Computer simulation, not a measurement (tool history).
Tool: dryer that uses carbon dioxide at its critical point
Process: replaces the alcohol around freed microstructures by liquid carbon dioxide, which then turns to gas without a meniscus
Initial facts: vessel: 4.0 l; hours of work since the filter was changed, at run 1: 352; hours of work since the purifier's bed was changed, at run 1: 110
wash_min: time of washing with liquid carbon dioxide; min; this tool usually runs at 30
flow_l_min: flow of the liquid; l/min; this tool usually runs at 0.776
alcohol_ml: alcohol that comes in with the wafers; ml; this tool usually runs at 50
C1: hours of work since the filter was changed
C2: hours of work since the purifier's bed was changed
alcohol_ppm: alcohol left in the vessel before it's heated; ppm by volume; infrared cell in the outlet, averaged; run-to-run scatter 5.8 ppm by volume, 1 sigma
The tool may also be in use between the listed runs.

{"run": 1, "hour": 0.0, "wash_min": 30, "flow_l_min": 0.776, "alcohol_ml": 50, "C1": 352, "C2": 110, "alcohol_ppm": 291}
{"run": 2, "hour": 11.4, "wash_min": 30, "flow_l_min": 0.776, "alcohol_ml": 104, "C1": 356, "C2": 114, "alcohol_ppm": 601}
{"run": 3, "hour": 22.4, "wash_min": 30, "flow_l_min": 0.776, "alcohol_ml": 104, "C1": 360, "C2": 118, "alcohol_ppm": 581}
{"run": 4, "hour": 35.2, "wash_min": 30, "flow_l_min": 0.776, "alcohol_ml": 104, "C1": 364, "C2": 122, "alcohol_ppm": 606}
{"run": 5, "hour": 47.1, "wash_min": 30, "flow_l_min": 0.776, "alcohol_ml": 104, "C1": 368, "C2": 126, "alcohol_ppm": 615}
{"run": 6, "hour": 61.8, "wash_min": 30, "flow_l_min": 0.776, "alcohol_ml": 104, "C1": 374, "C2": 131, "alcohol_ppm": 603}
{"run": 7, "hour": 77.4, "wash_min": 30, "flow_l_min": 0.776, "alcohol_ml": 104, "C1": 379, "C2": 137, "alcohol_ppm": 620}
{"run": 8, "hour": 89.0, "wash_min": 30, "flow_l_min": 0.776, "alcohol_ml": 104, "C1": 383, "C2": 141, "alcohol_ppm": 613}
{"run": 9, "hour": 101.7, "wash_min": 30, "flow_l_min": 0.776, "alcohol_ml": 104, "C1": 387, "C2": 145, "alcohol_ppm": 611}
{"run": 10, "hour": 113.9, "wash_min": 30, "flow_l_min": 0.776, "alcohol_ml": 50, "C1": 391, "C2": 149, "alcohol_ppm": 306}
{"run": 11, "hour": 128.6, "wash_min": 30, "flow_l_min": 0.776, "alcohol_ml": 50, "C1": 396, "C2": 154, "alcohol_ppm": 301}
{"run": 12, "hour": 141.4, "wash_min": 30, "flow_l_min": 0.776, "alcohol_ml": 50, "C1": 401, "C2": 159, "alcohol_ppm": 320}
{"run": 13, "hour": 149.6, "wash_min": 30, "flow_l_min": 0.776, "alcohol_ml": 119, "C1": 404, "C2": 162, "alcohol_ppm": 733}
{"run": 14, "hour": 157.9, "wash_min": 30, "flow_l_min": 0.776, "alcohol_ml": 50, "C1": 406, "C2": 164, "alcohol_ppm": 311}
{"run": 15, "hour": 170.9, "wash_min": 30, "flow_l_min": 0.776, "alcohol_ml": 50, "C1": 411, "C2": 169, "alcohol_ppm": 318}
{"run": 16, "hour": 178.8, "wash_min": 30, "flow_l_min": 0.776, "alcohol_ml": 50, "C1": 414, "C2": 172, "alcohol_ppm": 312}
{"run": 17, "hour": 192.3, "wash_min": 30, "flow_l_min": 0.776, "alcohol_ml": 50, "C1": 418, "C2": 176, "alcohol_ppm": 314}
{"run": 18, "hour": 206.6, "wash_min": 30, "flow_l_min": 0.776, "alcohol_ml": 50, "C1": 423, "C2": 181, "alcohol_ppm": 313}
{"run": 19, "hour": 213.5, "wash_min": 30, "flow_l_min": 0.776, "alcohol_ml": 50, "C1": 426, "C2": 183, "alcohol_ppm": 329}
{"run": 20, "hour": 228.9, "wash_min": 30, "flow_l_min": 0.776, "alcohol_ml": 50, "C1": 431, "C2": 189, "alcohol_ppm": 323}
{"run": 21, "hour": 243.4, "wash_min": 30, "flow_l_min": 1.199, "alcohol_ml": 50, "C1": 436, "C2": 194, "alcohol_ppm": 67}
{"run": 22, "hour": 258.9, "wash_min": 48, "flow_l_min": 1.199, "alcohol_ml": 50, "C1": 441, "C2": 199, "alcohol_ppm": 30}
{"run": 23, "hour": 267.3, "wash_min": 29, "flow_l_min": 0.604, "alcohol_ml": 44, "C1": 444, "C2": 202, "alcohol_ppm": 687}
{"run": 24, "hour": 282.7, "wash_min": 29, "flow_l_min": 0.604, "alcohol_ml": 44, "C1": 449, "C2": 207, "alcohol_ppm": 707}
{"run": 25, "hour": 292.0, "wash_min": 29, "flow_l_min": 0.604, "alcohol_ml": 44, "C1": 452, "C2": 210, "alcohol_ppm": 691}
{"run": 26, "hour": 305.2, "wash_min": 29, "flow_l_min": 0.604, "alcohol_ml": 44, "C1": 457, "C2": 215, "alcohol_ppm": 695}
{"run": 27, "hour": 318.4, "wash_min": 23, "flow_l_min": 0.604, "alcohol_ml": 44, "C1": 461, "C2": 219, "alcohol_ppm": 1227}
{"run": 28, "hour": 329.7, "wash_min": 19, "flow_l_min": 0.88, "alcohol_ml": 22, "C1": 465, "C2": 223, "alcohol_ppm": 411}
{"run": 29, "hour": 340.1, "wash_min": 40, "flow_l_min": 1.131, "alcohol_ml": 21, "C1": 469, "C2": 227, "alcohol_ppm": 29}
{"run": 30, "hour": 353.7, "wash_min": 22, "flow_l_min": 0.748, "alcohol_ml": 74, "C1": 474, "C2": 232, "alcohol_ppm": 1369}
{"run": 31, "hour": 365.7, "wash_min": 22, "flow_l_min": 0.748, "alcohol_ml": 74, "C1": 478, "C2": 236, "alcohol_ppm": 1405}
{"run": 32, "hour": 372.0, "wash_min": 45, "flow_l_min": 0.659, "alcohol_ml": 33, "C1": 480, "C2": 238, "alcohol_ppm": 115}
{"run": 33, "hour": 384.7, "wash_min": 20, "flow_l_min": 0.75, "alcohol_ml": 73, "C1": 484, "C2": 242, "alcohol_ppm": 1706}
{"run": 34, "hour": 394.2, "wash_min": 32, "flow_l_min": 1.104, "alcohol_ml": 50, "C1": 487, "C2": 245, "alcohol_ppm": 86}
{"run": 35, "hour": 404.8, "wash_min": 32, "flow_l_min": 1.104, "alcohol_ml": 50, "C1": 491, "C2": 249, "alcohol_ppm": 79}
{"run": 36, "hour": 417.5, "wash_min": 35, "flow_l_min": 0.48, "alcohol_ml": 43, "C1": 495, "C2": 253, "alcohol_ppm": 769}
{"run": 37, "hour": 427.4, "wash_min": 35, "flow_l_min": 0.48, "alcohol_ml": 43, "C1": 499, "C2": 257, "alcohol_ppm": 758}
{"run": 38, "hour": 438.6, "wash_min": 40, "flow_l_min": 0.876, "alcohol_ml": 29, "C1": 503, "C2": 261, "alcohol_ppm": 69}
{"run": 39, "hour": 447.7, "wash_min": 40, "flow_l_min": 0.876, "alcohol_ml": 29, "C1": 506, "C2": 264, "alcohol_ppm": 64}
{"run": 40, "hour": 456.6, "wash_min": 39, "flow_l_min": 0.776, "alcohol_ml": 32, "C1": 509, "C2": 267, "alcohol_ppm": 105}

What if the next run were any one of these 5? Each begins from the tool's condition after run 40:
{"run": "A", "hour": 466.3, "wash_min": 45, "flow_l_min": 0.776, "alcohol_ml": 32, "C1": 512, "C2": 270, "alcohol_ppm": "?"}
{"run": "B", "hour": 466.3, "wash_min": 39, "flow_l_min": 0.677, "alcohol_ml": 32, "C1": 512, "C2": 270, "alcohol_ppm": "?"}
{"run": "C", "hour": 466.3, "wash_min": 32, "flow_l_min": 0.838, "alcohol_ml": 27, "C1": 512, "C2": 270, "alcohol_ppm": "?"}
{"run": "D", "hour": 466.3, "wash_min": 27, "flow_l_min": 0.483, "alcohol_ml": 35, "C1": 512, "C2": 270, "alcohol_ppm": "?"}
{"run": "E", "hour": 466.3, "wash_min": 36, "flow_l_min": 0.776, "alcohol_ml": 50, "C1": 512, "C2": 270, "alcohol_ppm": "?"}

run=A alcohol_ppm=63
run=B alcohol_ppm=163
run=C alcohol_ppm=144
run=D alcohol_ppm=1148
run=E alcohol_ppm=200
Without the tool's unlogged condition, the same runs would have read:
run=A alcohol_ppm=15
run=B alcohol_ppm=77
run=C alcohol_ppm=69
run=D alcohol_ppm=843
run=E alcohol_ppm=99
